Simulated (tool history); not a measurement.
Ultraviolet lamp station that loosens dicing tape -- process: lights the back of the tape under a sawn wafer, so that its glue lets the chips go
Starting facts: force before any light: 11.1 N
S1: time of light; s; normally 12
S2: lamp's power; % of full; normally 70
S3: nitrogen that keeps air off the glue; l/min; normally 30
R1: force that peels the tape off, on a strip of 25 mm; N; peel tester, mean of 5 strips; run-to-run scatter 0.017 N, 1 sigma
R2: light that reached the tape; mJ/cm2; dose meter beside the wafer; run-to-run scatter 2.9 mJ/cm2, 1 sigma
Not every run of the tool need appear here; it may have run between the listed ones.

run	day	S1	S2	S3	R1	R2
1	0	12	70	30	1.695	294
2	0.979	12	70	30	1.708	295
3	2.329	12	70	30	1.681	293
4	3.421	12	70	30	1.745	290
5	4.938	12	70	30	1.706	285
6	6.721	12	70	30	1.75	282
7	7.696	12	70	30	1.81	284
8	8.95	12	70	30	1.823	280
9	10.629	12	70	30	1.9	278
10	12.712	12	71	30	1.895	268
11	14.338	12	70	16	2.887	266
12	15.45	12	70	30	2.014	264
13	17.796	12	70	30	1.03	369
14	18.812	12	70	30	1.029	371
15	21.158	8	70	30	2.266	248
16	22.225	8	70	30	2	266
17	23.258	8	70	30	2.039	265
18	24.292	9	70	9	3.237	293
19	26.517	9	70	9	3.304	290
20	27.996	14	72	30	0.59	467
21	29.158	12	64	32	1.126	354
22	31.454	12	77	47	0.51	413
23	32.904	10	77	49	0.838	347
24	34.362	16	73	30	0.436	523
25	36.021	14	73	30	0.635	455
26	38.071	11	64	26	1.672	308
27	40.017	21	74	30	0.218	677
28	42.275	21	74	30	0.212	672
29	44.6	18	71	25	0.472	540
30	46.65	20	70	30	0.303	586
31	47.867	18	73	23	0.502	550

Put back what was entered between runs (3 entries, withheld): which listed runs does each sit between, and how does the hidden state differ from the listed run before to the listed run after?
From run 9 to run 10: window cleaned of glue's vapour (day 11.379)
  lamp's light, % of a new lamp's: 71.9 -> 71.1; light that the window lets through, % of a clean one's: 94.5 -> 92.5
  what was measured, less what the result would be without the hidden state, R1: +1.047 -> +1.104 N; R2: -130 -> -140 mJ/cm2
From run 12 to run 13: lamp changed (day 16.183)
  lamp's light, % of a new lamp's: 70.2 -> 99.3; light that the window lets through, % of a clean one's: 92.1 -> 91.8
  what was measured, less what the result would be without the hidden state, R1: +1.187 -> +0.201 N; R2: -144 -> -36 mJ/cm2
From run 15 to run 16: window cleaned of glue's vapour, once more (day 21.621)
  lamp's light, % of a new lamp's: 98.2 -> 97.8; light that the window lets through, % of a clean one's: 91.3 -> 99.8
  what was measured, less what the result would be without the hidden state, R1: +0.374 -> +0.08 N; R2: -28 -> -6 mJ/cm2
